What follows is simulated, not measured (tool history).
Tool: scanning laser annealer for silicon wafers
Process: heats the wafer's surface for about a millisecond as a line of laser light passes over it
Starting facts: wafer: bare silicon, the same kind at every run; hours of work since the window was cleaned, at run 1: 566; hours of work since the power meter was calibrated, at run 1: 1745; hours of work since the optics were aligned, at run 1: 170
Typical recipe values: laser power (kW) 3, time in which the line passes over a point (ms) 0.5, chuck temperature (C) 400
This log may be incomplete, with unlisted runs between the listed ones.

run   hour  laser power (kW)  time in which the line passes over a point (ms)  chuck temperature (C)  hours of work since the window was cleaned  hours of work since the power meter was calibrated  hours of work since the optics were aligned  highest temperature of the surface (C)
  1      0                 3                                              0.5                    400                                         566                                                1745                                          170                                    1179
  2   62.7             2.777                                              0.5                    400                                         614                                                1792                                          217                                    1112
  3   94.7             2.777                                              0.5                    400                                         638                                                1817                                          242                                    1110
     139.6  -- window over the wafer cleaned
  4  154.5             2.777                                              0.5                    400                                          11                                                1861                                          286                                    1151
  5  197.3                 3                                              0.5                    400                                          44                                                1893                                          318                                    1215
  6  230.8                 3                                              0.5                    400                                          69                                                1919                                          344                                    1214
  7  283.5                 3                                              0.5                    400                                         109                                                1959                                          384                                    1209
  8  350.8                 3                                              0.5                    382                                         161                                                2010                                          435                                    1189
  9  406.1             2.577                                              0.5                    400                                         203                                                2052                                          477                                    1080
 10  452.3             2.772                                            0.432                    388                                         238                                                2087                                          512                                    1064
 11    496             2.772                                            0.432                    388                                         271                                                2120                                          545                                    1062
 12  533.2             2.772                                            0.432                    388                                         299                                                2149                                          574                                    1058
 13    591              3.12                                            0.423                    400                                         343                                                2193                                          617                                    1155
 14  656.3             2.925                                              0.5                    438                                         393                                                2242                                          667                                    1201
 15  714.7                 3                                              0.5                    413                                         437                                                2287                                          712                                    1195
 16  755.6             2.591                                              0.5                    414                                         468                                                2318                                          743                                    1076
 17  789.2               2.9                                              0.5                    400                                         494                                                2343                                          768                                    1143

For run 18, what comes out?
 18  827.5                 3                                              0.5                    435                                         523                                                2372                                          797                                       ?

Run 18 came out at highest temperature of the surface (C) 1212.
With the hidden condition absent and the run-to-run variation left alone, this run would have shown highest temperature of the surface (C) 1271.

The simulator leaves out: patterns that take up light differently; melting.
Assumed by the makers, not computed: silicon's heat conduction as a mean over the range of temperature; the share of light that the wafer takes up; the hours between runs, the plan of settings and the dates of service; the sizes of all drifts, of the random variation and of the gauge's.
